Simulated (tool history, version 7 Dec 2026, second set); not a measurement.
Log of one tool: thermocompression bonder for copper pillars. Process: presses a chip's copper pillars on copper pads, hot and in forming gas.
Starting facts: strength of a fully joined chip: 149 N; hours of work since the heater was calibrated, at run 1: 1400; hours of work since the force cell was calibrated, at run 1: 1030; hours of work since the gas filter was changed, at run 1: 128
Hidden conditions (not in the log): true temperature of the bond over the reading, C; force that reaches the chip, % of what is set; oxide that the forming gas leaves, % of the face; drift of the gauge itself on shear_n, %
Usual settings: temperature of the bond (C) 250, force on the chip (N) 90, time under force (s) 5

run,hour,temperature of the bond (C),force on the chip (N),time under force (s),hours of work since the heater was calibrated,hours of work since the force cell was calibrated,hours of work since the gas filter was changed,force that shears a chip off (N)
1,0.0,250,90,5,1400,1030,128,47.2
2,35.1,250,90,5,1424,1054,152,46.5
3,72.6,250,90,5,1450,1080,178,46.0
# hour 77.2: forming gas filter changed
4,113.6,250,90,5,1477,1107,25,50.1
5,151.0,250,90,5,1502,1132,50,49.1
6,174.9,250,90,5,1519,1149,66,47.2
7,203.3,250,90,5,1538,1168,85,47.8
8,231.9,250,68,5,1557,1187,105,33.3
9,271.4,250,73,5,1584,1214,131,36.0
10,297.8,250,73,5,1602,1232,149,34.9
11,339.0,250,90,5,1630,1260,177,44.6
# hour 343.3: forming gas filter changed
12,369.7,250,90,5,1650,1280,18,48.5
# hour 393.9: heater calibrated with a thermocouple chip
13,394.0,250,90,6,0,1295,33,47.6
14,437.8,250,90,6,30,1325,63,46.7
15,473.4,250,90,6,54,1349,87,46.1
16,510.9,250,90,6,79,1374,112,44.9
# hour 516.4: heater calibrated with a thermocouple chip, once more
17,546.0,250,90,6,20,1397,134,57.0
18,584.6,250,90,6,46,1423,161,55.1
# hour 612.2: forming gas filter changed
19,623.0,250,90,5,72,1448,7,57.8
20,648.1,250,90,5,89,1465,24,57.2
21,666.8,250,90,5,101,1478,37,56.8
22,695.8,252,90,5,121,1498,57,57.3
23,733.3,261,90,8,146,1523,82,72.4
24,773.9,239,54,6,174,1551,109,27.2
25,800.4,239,126,11,192,1568,127,86.5
26,821.5,239,126,11,206,1583,142,86.9
27,848.9,239,126,11,225,1601,160,83.7
28,869.0,250,57,3,238,1615,174,23.0
# hour 878.7: forming gas filter changed
29,901.2,250,57,3,260,1636,15,25.9
30,942.7,250,57,3,288,1664,43,24.3
31,984.6,223,81,5,316,1693,72,33.7
32,1028.2,223,81,5,346,1722,101,33.4
33,1062.1,238,70,5,369,1745,124,33.8
34,1097.9,243,134,7,393,1769,148,80.8
35,1117.5,243,134,7,406,1783,162,81.3
36,1137.2,250,116,4,419,1796,175,62.2
# hour 1144.5: forming gas filter changed
37,1175.1,250,116,4,445,1821,21,67.6
38,1198.2,250,116,4,460,1837,36,67.6

For each entry between runs, how does the tool's hidden state at the last listed run before it compare with that at the first listed run after it?
In the gap between runs 3 and 4: forming gas filter changed (hour 77.2)
  true temperature of the bond over the reading, C: -11.5 -> -11.7; force that reaches the chip, % of what is set: 102.7 -> 102.8; oxide that the forming gas leaves, % of the face: 9.93 -> 2.09
  what was measured, less what the result would be without the hidden state, force that shears a chip off (N): -10.2 -> -6.4
In the gap between runs 11 and 12: forming gas filter changed (hour 343.3)
  true temperature of the bond over the reading, C: -12.9 -> -13; oxide that the forming gas leaves, % of the face: 11.14 -> 1.59
  what was measured, less what the result would be without the hidden state, force that shears a chip off (N): -11.5 -> -6.5
In the gap between runs 12 and 13: heater calibrated with a thermocouple chip (hour 393.9)
  true temperature of the bond over the reading, C: -13 -> -21.6; oxide that the forming gas leaves, % of the face: 1.59 -> 2.47
  what was measured, less what the result would be without the hidden state, force that shears a chip off (N): -6.5 -> -12.7
In the gap between runs 16 and 17: heater calibrated with a thermocouple chip, once more (hour 516.4)
  true temperature of the bond over the reading, C: -22.2 -> 0.1; force that reaches the chip, % of what is set: 103.4 -> 103.5; oxide that the forming gas leaves, % of the face: 7.13 -> 8.49
  what was measured, less what the result would be without the hidden state, force that shears a chip off (N): -15.1 -> -2.7
In the gap between runs 18 and 19: forming gas filter changed (hour 612.2)
  true temperature of the bond over the reading, C: -0.1 -> -0.3; force that reaches the chip, % of what is set: 103.5 -> 103.6; oxide that the forming gas leaves, % of the face: 10.03 -> 1.12
  what was measured, less what the result would be without the hidden state, force that shears a chip off (N): -3.7 -> +1.8
In the gap between runs 28 and 29: forming gas filter changed (hour 878.7)
  true temperature of the bond over the reading, C: -1.6 -> -1.8; force that reaches the chip, % of what is set: 104 -> 104.1; oxide that the forming gas leaves, % of the face: 10.94 -> 1.39
  what was measured, less what the result would be without the hidden state, force that shears a chip off (N): -2.0 -> +0.5
In the gap between runs 36 and 37: forming gas filter changed (hour 1144.5)
  true temperature of the bond over the reading, C: -3 -> -3.2; force that reaches the chip, % of what is set: 104.4 -> 104.5; oxide that the forming gas leaves, % of the face: 11.16 -> 1.97
  what was measured, less what the result would be without the hidden state, force that shears a chip off (N): -6.4 -> -0.1

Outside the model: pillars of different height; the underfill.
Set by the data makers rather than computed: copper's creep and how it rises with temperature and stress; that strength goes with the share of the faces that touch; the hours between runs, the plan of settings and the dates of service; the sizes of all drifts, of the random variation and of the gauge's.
